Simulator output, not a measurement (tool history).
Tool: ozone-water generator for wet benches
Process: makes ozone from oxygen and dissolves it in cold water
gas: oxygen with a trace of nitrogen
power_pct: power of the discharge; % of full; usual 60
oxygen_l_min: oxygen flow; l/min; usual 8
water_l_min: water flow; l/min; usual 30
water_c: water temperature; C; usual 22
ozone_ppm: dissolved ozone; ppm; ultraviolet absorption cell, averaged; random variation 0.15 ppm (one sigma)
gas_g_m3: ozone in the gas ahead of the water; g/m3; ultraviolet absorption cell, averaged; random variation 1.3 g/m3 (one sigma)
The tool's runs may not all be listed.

run 1 hour=0.0 | power_pct=60 oxygen_l_min=8 water_l_min=30 water_c=22 | ozone_ppm=18.0 gas_g_m3=236.5
run 2 hour=101.8 | power_pct=60 oxygen_l_min=8 water_l_min=30 water_c=22 | ozone_ppm=18.0 gas_g_m3=236.3
run 3 hour=196.1 | power_pct=60 oxygen_l_min=8 water_l_min=30 water_c=22 | ozone_ppm=18.3 gas_g_m3=234.8
run 4 hour=308.1 | power_pct=60 oxygen_l_min=8 water_l_min=30 water_c=22 | ozone_ppm=18.2 gas_g_m3=235.8
run 5 hour=360.4 | power_pct=60 oxygen_l_min=8 water_l_min=30 water_c=22 | ozone_ppm=18.2 gas_g_m3=237.7
run 6 hour=468.1 | power_pct=57 oxygen_l_min=8 water_l_min=30 water_c=22 | ozone_ppm=17.3 gas_g_m3=230.3
run 7 hour=567.1 | power_pct=60 oxygen_l_min=8 water_l_min=30 water_c=20 | ozone_ppm=18.7 gas_g_m3=236.9
run 8 hour=662.0 | power_pct=60 oxygen_l_min=8 water_l_min=30 water_c=20 | ozone_ppm=18.6 gas_g_m3=236.0
run 9 hour=744.6 | power_pct=60 oxygen_l_min=8 water_l_min=33 water_c=27 | ozone_ppm=15.0 gas_g_m3=235.0

Run 10 comes next. What will it give?
run 10 hour=798.7 | power_pct=60 oxygen_l_min=8 water_l_min=30 water_c=17 | ozone_ppm=? gas_g_m3=?

Run 10 gave ozone_ppm 19.0 ppm, gas_g_m3 235.8 g/m3.
Without the tool's hidden state the same run would have given ozone_ppm 20.3 ppm, gas_g_m3 246.1 g/m3.
